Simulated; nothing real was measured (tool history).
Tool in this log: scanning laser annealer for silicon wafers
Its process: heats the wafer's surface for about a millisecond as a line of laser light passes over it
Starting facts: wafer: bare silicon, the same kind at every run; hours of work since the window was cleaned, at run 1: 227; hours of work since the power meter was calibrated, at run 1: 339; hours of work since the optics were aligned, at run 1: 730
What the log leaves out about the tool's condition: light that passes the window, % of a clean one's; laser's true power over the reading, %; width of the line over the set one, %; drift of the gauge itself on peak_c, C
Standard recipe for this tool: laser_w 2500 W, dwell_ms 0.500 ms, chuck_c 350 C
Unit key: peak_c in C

run   hour  laser_w  dwell_ms  chuck_c  hours of work since the window was cleaned  hours of work since the power meter was calibrated  hours of work since the optics were aligned  peak_c
  1    0.0     2500     0.500      350                                         227                                                 339                                          730    1084
  2   14.2     2500     0.527      350                                         237                                                 349                                          740    1107
  3   24.0     2500     0.500      352                                         244                                                 356                                          747    1087
  4   32.8     2500     0.500      352                                         250                                                 362                                          753    1084
  5   52.5     2500     0.500      350                                         264                                                 376                                          767    1081
  6   65.4     2500     0.500      350                                         273                                                 385                                          776    1085
  7   75.9     2500     0.500      350                                         281                                                 393                                          784    1086
  8   96.5     2500     0.500      350                                         295                                                 407                                          798    1086
  9  117.0     2500     0.500      350                                         310                                                 422                                          813    1084
 10  136.5     2500     0.500      350                                         323                                                 435                                          826    1082
 11  155.9     2500     0.500      313                                         337                                                 449                                          840    1045
 12  165.5     2500     0.500      313                                         344                                                 456                                          847    1048
 13  186.2     2500     0.500      360                                         358                                                 470                                          861    1093
 14  200.7     2500     0.500      360                                         368                                                 481                                          872    1092
 15  209.9     2491     0.562      341                                         375                                                 487                                          878    1123
 16  219.7     2193     0.441      350                                         382                                                 494                                          885     929
 17  236.6     2193     0.449      383                                         394                                                 506                                          897     964
 18  256.2     2650     0.498      377                                         408                                                 520                                          911    1161
 19  276.8     2339     0.412      374                                         422                                                 534                                          925     975

Expected results for the next run?
 20  292.8     2608     0.575      350                                         433                                                 545                                          936       ?

Run 20 came out at peak_c 1191 C.
Had the tool carried no hidden state, the very same run would have given peak_c 1191 C.
